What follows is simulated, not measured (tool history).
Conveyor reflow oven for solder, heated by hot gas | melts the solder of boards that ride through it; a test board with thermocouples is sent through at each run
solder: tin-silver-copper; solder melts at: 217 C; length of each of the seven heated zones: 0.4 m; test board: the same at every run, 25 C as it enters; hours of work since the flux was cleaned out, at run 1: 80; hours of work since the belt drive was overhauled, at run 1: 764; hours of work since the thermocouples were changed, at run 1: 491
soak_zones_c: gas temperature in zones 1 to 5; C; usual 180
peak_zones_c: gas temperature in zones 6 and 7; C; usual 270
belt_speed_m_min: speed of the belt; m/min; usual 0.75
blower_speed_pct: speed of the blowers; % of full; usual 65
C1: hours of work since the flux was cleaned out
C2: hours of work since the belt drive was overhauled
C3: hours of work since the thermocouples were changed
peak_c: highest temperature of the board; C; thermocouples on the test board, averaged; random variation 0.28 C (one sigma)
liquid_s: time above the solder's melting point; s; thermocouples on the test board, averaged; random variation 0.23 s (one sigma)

run 1 hour=0 | soak_zones_c=180 peak_zones_c=270 belt_speed_m_min=0.75 blower_speed_pct=65 | C1=80 C2=764 C3=491 | peak_c=249.7 liquid_s=47.9
run 2 hour=69.3 | soak_zones_c=180 peak_zones_c=270 belt_speed_m_min=0.75 blower_speed_pct=65 | C1=128 C2=812 C3=539 | peak_c=248.8 liquid_s=47.2
run 3 hour=129.7 | soak_zones_c=180 peak_zones_c=270 belt_speed_m_min=0.75 blower_speed_pct=65 | C1=170 C2=854 C3=581 | peak_c=249.3 liquid_s=47.5
run 4 hour=204.6 | soak_zones_c=180 peak_zones_c=270 belt_speed_m_min=0.75 blower_speed_pct=65 | C1=222 C2=906 C3=633 | peak_c=249 liquid_s=47
-- hour=234.1 flux residue cleaned out of gas plates and filters
run 5 hour=242.6 | soak_zones_c=180 peak_zones_c=270 belt_speed_m_min=0.75 blower_speed_pct=65 | C1=6 C2=929 C3=656 | peak_c=250.2 liquid_s=49
run 6 hour=312.4 | soak_zones_c=180 peak_zones_c=270 belt_speed_m_min=0.75 blower_speed_pct=65 | C1=54 C2=977 C3=704 | peak_c=250.3 liquid_s=48.3
-- hour=338.8 belt drive overhauled, speed set with a stopwatch
run 7 hour=364.8 | soak_zones_c=180 peak_zones_c=270 belt_speed_m_min=0.75 blower_speed_pct=65 | C1=88 C2=18 C3=738 | peak_c=248.7 liquid_s=46.2
run 8 hour=411 | soak_zones_c=180 peak_zones_c=270 belt_speed_m_min=0.75 blower_speed_pct=65 | C1=120 C2=50 C3=770 | peak_c=248.5 liquid_s=45.7
run 9 hour=482.5 | soak_zones_c=180 peak_zones_c=270 belt_speed_m_min=0.75 blower_speed_pct=65 | C1=170 C2=100 C3=820 | peak_c=247.8 liquid_s=45.8
run 10 hour=517.4 | soak_zones_c=180 peak_zones_c=270 belt_speed_m_min=0.75 blower_speed_pct=65 | C1=194 C2=124 C3=844 | peak_c=247.5 liquid_s=45.4
run 11 hour=571.6 | soak_zones_c=180 peak_zones_c=270 belt_speed_m_min=0.747 blower_speed_pct=65 | C1=231 C2=161 C3=881 | peak_c=248 liquid_s=45.4
-- hour=588.8 flux residue cleaned out of gas plates and filters
run 12 hour=625 | soak_zones_c=180 peak_zones_c=270 belt_speed_m_min=0.75 blower_speed_pct=65 | C1=25 C2=195 C3=915 | peak_c=248.9 liquid_s=47.5
run 13 hour=700.7 | soak_zones_c=180 peak_zones_c=279 belt_speed_m_min=0.744 blower_speed_pct=72 | C1=78 C2=248 C3=967 | peak_c=258.2 liquid_s=53
run 14 hour=763.3 | soak_zones_c=180 peak_zones_c=279 belt_speed_m_min=0.744 blower_speed_pct=72 | C1=121 C2=291 C3=1011 | peak_c=257.1 liquid_s=52.9
run 15 hour=806.3 | soak_zones_c=180 peak_zones_c=279 belt_speed_m_min=0.744 blower_speed_pct=72 | C1=151 C2=321 C3=1041 | peak_c=257.4 liquid_s=52.4
run 16 hour=856.9 | soak_zones_c=180 peak_zones_c=260 belt_speed_m_min=0.744 blower_speed_pct=72 | C1=186 C2=356 C3=1076 | peak_c=241.3 liquid_s=41.7
run 17 hour=912.7 | soak_zones_c=175 peak_zones_c=282 belt_speed_m_min=0.615 blower_speed_pct=72 | C1=225 C2=395 C3=1115 | peak_c=264.8 liquid_s=67.6
-- hour=936.4 flux residue cleaned out of gas plates and filters
run 18 hour=961.7 | soak_zones_c=175 peak_zones_c=282 belt_speed_m_min=0.615 blower_speed_pct=72 | C1=18 C2=425 C3=1145 | peak_c=266.5 liquid_s=68.6
run 19 hour=993.8 | soak_zones_c=171 peak_zones_c=270 belt_speed_m_min=0.645 blower_speed_pct=72 | C1=40 C2=447 C3=1167 | peak_c=254 liquid_s=57.1
run 20 hour=1033.1 | soak_zones_c=180 peak_zones_c=262 belt_speed_m_min=0.613 blower_speed_pct=65 | C1=67 C2=475 C3=1195 | peak_c=248.3 liquid_s=58.9
run 21 hour=1085.4 | soak_zones_c=180 peak_zones_c=270 belt_speed_m_min=0.75 blower_speed_pct=62 | C1=103 C2=511 C3=1231 | peak_c=247.4 liquid_s=46.1
-- hour=1093.2 thermocouples of zones 6 and 7 changed
run 22 hour=1141.1 | soak_zones_c=177 peak_zones_c=270 belt_speed_m_min=0.75 blower_speed_pct=62 | C1=141 C2=548 C3=33 | peak_c=248.1 liquid_s=45.5
run 23 hour=1212.1 | soak_zones_c=180 peak_zones_c=269 belt_speed_m_min=0.751 blower_speed_pct=85 | C1=190 C2=597 C3=82 | peak_c=252.6 liquid_s=50.8
run 24 hour=1262.2 | soak_zones_c=180 peak_zones_c=265 belt_speed_m_min=0.786 blower_speed_pct=85 | C1=225 C2=632 C3=117 | peak_c=247.6 liquid_s=44.9

5 ways to go on from here, each from the tool as it stands after run 24. What would each give?
-- hour=1288.3 flux residue cleaned out of gas plates and filters
run A hour=1308 | soak_zones_c=181 peak_zones_c=270 belt_speed_m_min=0.689 blower_speed_pct=51 | C1=14 C2=661 C3=146 | peak_c=? liquid_s=?
-- hour=1288.3 flux residue cleaned out of gas plates and filters
run B hour=1308 | soak_zones_c=191 peak_zones_c=270 belt_speed_m_min=0.733 blower_speed_pct=83 | C1=14 C2=661 C3=146 | peak_c=? liquid_s=?
-- hour=1288.3 flux residue cleaned out of gas plates and filters
run C hour=1308 | soak_zones_c=187 peak_zones_c=280 belt_speed_m_min=0.75 blower_speed_pct=65 | C1=14 C2=661 C3=146 | peak_c=? liquid_s=?
-- hour=1288.3 flux residue cleaned out of gas plates and filters
run D hour=1308 | soak_zones_c=193 peak_zones_c=279 belt_speed_m_min=0.763 blower_speed_pct=85 | C1=14 C2=661 C3=146 | peak_c=? liquid_s=?
-- hour=1288.3 flux residue cleaned out of gas plates and filters
run E hour=1308 | soak_zones_c=180 peak_zones_c=281 belt_speed_m_min=0.786 blower_speed_pct=74 | C1=14 C2=661 C3=146 | peak_c=? liquid_s=?

run=A peak_c=249.5 liquid_s=52.5
run=B peak_c=257.3 liquid_s=59.1
run=C peak_c=260.6 liquid_s=56.8
run=D peak_c=264.1 liquid_s=59.7
run=E peak_c=260.6 liquid_s=52.4
Without the tool's hidden state the same runs would have given:
run=A peak_c=249.3 liquid_s=51.2
run=B peak_c=257.4 liquid_s=58
run=C peak_c=260.5 liquid_s=55.6
run=D peak_c=264.1 liquid_s=58.5
run=E peak_c=260.5 liquid_s=51.3

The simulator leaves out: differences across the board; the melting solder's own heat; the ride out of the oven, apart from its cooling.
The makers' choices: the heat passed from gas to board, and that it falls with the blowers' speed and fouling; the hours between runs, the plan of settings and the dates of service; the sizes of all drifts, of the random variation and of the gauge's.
